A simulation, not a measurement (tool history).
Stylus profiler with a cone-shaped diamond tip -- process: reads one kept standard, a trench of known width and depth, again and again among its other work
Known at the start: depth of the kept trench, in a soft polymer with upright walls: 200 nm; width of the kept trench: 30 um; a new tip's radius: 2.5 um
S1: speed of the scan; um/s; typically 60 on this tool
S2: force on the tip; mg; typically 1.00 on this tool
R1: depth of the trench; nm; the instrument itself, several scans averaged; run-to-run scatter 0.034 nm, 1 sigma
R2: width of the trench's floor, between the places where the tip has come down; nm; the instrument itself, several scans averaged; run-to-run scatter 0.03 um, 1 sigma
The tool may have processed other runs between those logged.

run 1 day=0.000 | S1=60 S2=1.00 | R1=201.52 R2=27400
run 2 day=3.367 | S1=60 S2=1.00 | R1=201.54 R2=27410
run 3 day=5.450 | S1=204 S2=1.00 | R1=201.57 R2=26930
run 4 day=8.688 | S1=60 S2=0.66 | R1=201.36 R2=27270
run 5 day=12.058 | S1=60 S2=0.66 | R1=201.34 R2=27310
run 6 day=14.017 | S1=236 S2=1.00 | R1=201.65 R2=26690
-- day=16.146 height scale calibrated on a step standard
run 7 day=16.146 | S1=60 S2=0.37 | R1=200.44 R2=27130
run 8 day=17.750 | S1=60 S2=0.37 | R1=200.48 R2=27190
run 9 day=19.608 | S1=60 S2=0.37 | R1=200.52 R2=27180
run 10 day=22.738 | S1=60 S2=0.37 | R1=200.50 R2=27190
run 11 day=25.333 | S1=60 S2=0.37 | R1=200.51 R2=27170
run 12 day=27.833 | S1=60 S2=0.37 | R1=200.56 R2=27100
run 13 day=29.633 | S1=60 S2=0.37 | R1=200.50 R2=27120
run 14 day=31.950 | S1=51 S2=1.00 | R1=201.10 R2=27250
run 15 day=35.021 | S1=60 S2=2.94 | R1=202.27 R2=27360
run 16 day=36.846 | S1=60 S2=2.94 | R1=202.30 R2=27310
run 17 day=40.092 | S1=60 S2=2.94 | R1=202.25 R2=27300
run 18 day=42.000 | S1=60 S2=0.63 | R1=200.84 R2=27130
run 19 day=45.175 | S1=34 S2=1.00 | R1=201.13 R2=27250
run 20 day=46.662 | S1=60 S2=1.00 | R1=201.21 R2=27190
run 21 day=48.762 | S1=60 S2=1.00 | R1=201.18 R2=27170
run 22 day=51.008 | S1=60 S2=1.00 | R1=201.19 R2=27170
run 23 day=53.808 | S1=70 S2=2.55 | R1=202.18 R2=27200

Run 24, settings as shown, results not yet in. Your forecast:
run 24 day=56.588 | S1=80 S2=2.24 | R1=? R2=?

{"run 24": {"R1": 202.01, "R2": 27120}}
With the hidden condition absent and the run-to-run variation left alone, this run would have shown R1 201.84 nm, R2 27810 nm.

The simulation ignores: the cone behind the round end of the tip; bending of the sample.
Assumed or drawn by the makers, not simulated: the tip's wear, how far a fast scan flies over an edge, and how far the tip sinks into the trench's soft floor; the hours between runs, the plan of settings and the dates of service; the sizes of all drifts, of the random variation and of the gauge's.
